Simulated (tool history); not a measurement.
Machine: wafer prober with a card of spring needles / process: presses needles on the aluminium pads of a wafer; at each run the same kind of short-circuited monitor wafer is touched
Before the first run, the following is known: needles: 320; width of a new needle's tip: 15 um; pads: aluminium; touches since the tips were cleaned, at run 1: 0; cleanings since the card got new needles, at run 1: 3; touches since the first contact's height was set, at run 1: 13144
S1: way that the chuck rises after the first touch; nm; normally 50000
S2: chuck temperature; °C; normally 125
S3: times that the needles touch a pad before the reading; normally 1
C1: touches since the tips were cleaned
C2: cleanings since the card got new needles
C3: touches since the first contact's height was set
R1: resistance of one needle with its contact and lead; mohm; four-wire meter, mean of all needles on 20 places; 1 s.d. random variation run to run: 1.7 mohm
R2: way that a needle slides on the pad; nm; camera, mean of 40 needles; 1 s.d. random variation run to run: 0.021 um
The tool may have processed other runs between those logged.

run 1 hour=0 | S1=50000 S2=125 S3=1 | C1=0 C2=3 C3=13144 | R1=174 R2=7620
run 2 hour=8.8 | S1=50000 S2=125 S3=1 | C1=1943 C2=3 C3=15087 | R1=174 R2=7620
run 3 hour=14.3 | S1=50000 S2=104 S3=1 | C1=3155 C2=3 C3=16299 | R1=169 R2=7610
-- hour=19.2 tips cleaned on abrasive film
run 4 hour=19.2 | S1=50000 S2=125 S3=1 | C1=0 C2=4 C3=17364 | R1=172 R2=7600
run 5 hour=24.8 | S1=50000 S2=125 S3=1 | C1=1232 C2=4 C3=18596 | R1=175 R2=7600
run 6 hour=35.9 | S1=50000 S2=125 S3=1 | C1=3676 C2=4 C3=21040 | R1=174 R2=7620
-- hour=38.5 tips cleaned on abrasive film
run 7 hour=42.6 | S1=30000 S2=125 S3=1 | C1=908 C2=5 C3=22499 | R1=188 R2=4560
run 8 hour=51.7 | S1=50000 S2=44 S3=1 | C1=2904 C2=5 C3=24495 | R1=160 R2=7610
-- hour=57.8 tips cleaned on abrasive film
run 9 hour=59.5 | S1=41000 S2=44 S3=1 | C1=377 C2=6 C3=26199 | R1=161 R2=6240
run 10 hour=65.9 | S1=41000 S2=44 S3=1 | C1=1793 C2=6 C3=27615 | R1=164 R2=6230
run 11 hour=73.3 | S1=48000 S2=44 S3=1 | C1=3423 C2=6 C3=29245 | R1=157 R2=7240
-- hour=77.7 tips cleaned on abrasive film
run 12 hour=82.3 | S1=48000 S2=44 S3=1 | C1=1031 C2=7 C3=31212 | R1=159 R2=7290
run 13 hour=89.4 | S1=50000 S2=125 S3=1 | C1=2582 C2=7 C3=32763 | R1=172 R2=7610
-- hour=97.2 tips cleaned on abrasive film
run 14 hour=98.1 | S1=50000 S2=125 S3=1 | C1=199 C2=8 C3=34671 | R1=174 R2=7580
run 15 hour=105 | S1=41000 S2=125 S3=1 | C1=1714 C2=8 C3=36186 | R1=181 R2=6220
run 16 hour=112.6 | S1=41000 S2=125 S3=1 | C1=3385 C2=8 C3=37857 | R1=182 R2=6220
-- hour=117.2 tips cleaned on abrasive film
run 17 hour=121.3 | S1=41000 S2=94 S3=2 | C1=893 C2=9 C3=39757 | R1=173 R2=6180
run 18 hour=126.4 | S1=66000 S2=125 S3=3 | C1=2016 C2=9 C3=40880 | R1=168 R2=10030
run 19 hour=134.5 | S1=42000 S2=125 S3=2 | C1=3805 C2=9 C3=42669 | R1=178 R2=6380
-- hour=136.7 tips cleaned on abrasive film
run 20 hour=145.1 | S1=39000 S2=125 S3=1 | C1=1859 C2=10 C3=44989 | R1=179 R2=5920
run 21 hour=155.4 | S1=39000 S2=125 S3=3 | C1=4131 C2=10 C3=47261 | R1=182 R2=5920
-- hour=156.3 tips cleaned on abrasive film
run 22 hour=161.8 | S1=50000 S2=125 S3=1 | C1=1217 C2=11 C3=48651 | R1=170 R2=7610
run 23 hour=170 | S1=46000 S2=27 S3=1 | C1=3020 C2=11 C3=50454 | R1=155 R2=6980
-- hour=175.8 tips cleaned on abrasive film
run 24 hour=179.6 | S1=46000 S2=27 S3=1 | C1=832 C2=12 C3=52548 | R1=157 R2=7020
run 25 hour=188.5 | S1=32000 S2=117 S3=1 | C1=2800 C2=12 C3=54516 | R1=188 R2=4830
-- hour=195.3 tips cleaned on abrasive film
run 26 hour=195.3 | S1=38000 S2=125 S3=1 | C1=0 C2=13 C3=55990 | R1=184 R2=5790
run 27 hour=200 | S1=50000 S2=125 S3=3 | C1=1037 C2=13 C3=57027 | R1=172 R2=7600
run 28 hour=205.8 | S1=50000 S2=125 S3=3 | C1=2312 C2=13 C3=58302 | R1=172 R2=7600
run 29 hour=211.3 | S1=45000 S2=26 S3=2 | C1=3538 C2=13 C3=59528 | R1=158 R2=6850

What if the next run were any one of these 4? Each begins from the tool's condition after run 29:
-- hour=215.2 tips cleaned on abrasive film
run A hour=222.2 | S1=38000 S2=26 S3=2 | C1=1545 C2=14 C3=61896 | R1=? R2=?
-- hour=215.2 tips cleaned on abrasive film
run B hour=222.2 | S1=50000 S2=119 S3=1 | C1=1545 C2=14 C3=61896 | R1=? R2=?
-- hour=215.2 tips cleaned on abrasive film
run C hour=222.2 | S1=70000 S2=103 S3=2 | C1=1545 C2=14 C3=61896 | R1=? R2=?
-- hour=215.2 tips cleaned on abrasive film
run D hour=222.2 | S1=52000 S2=73 S3=1 | C1=1545 C2=14 C3=61896 | R1=? R2=?

run=A R1=163 R2=5790
run=B R1=171 R2=7590
run=C R1=162 R2=10630
run=D R1=159 R2=7950
Take away the tool's hidden state, keep each run's random variation, and the runs would have read:
run=A R1=163 R2=5790
run=B R1=171 R2=7590
run=C R1=162 R2=10630
run=D R1=159 R2=7950

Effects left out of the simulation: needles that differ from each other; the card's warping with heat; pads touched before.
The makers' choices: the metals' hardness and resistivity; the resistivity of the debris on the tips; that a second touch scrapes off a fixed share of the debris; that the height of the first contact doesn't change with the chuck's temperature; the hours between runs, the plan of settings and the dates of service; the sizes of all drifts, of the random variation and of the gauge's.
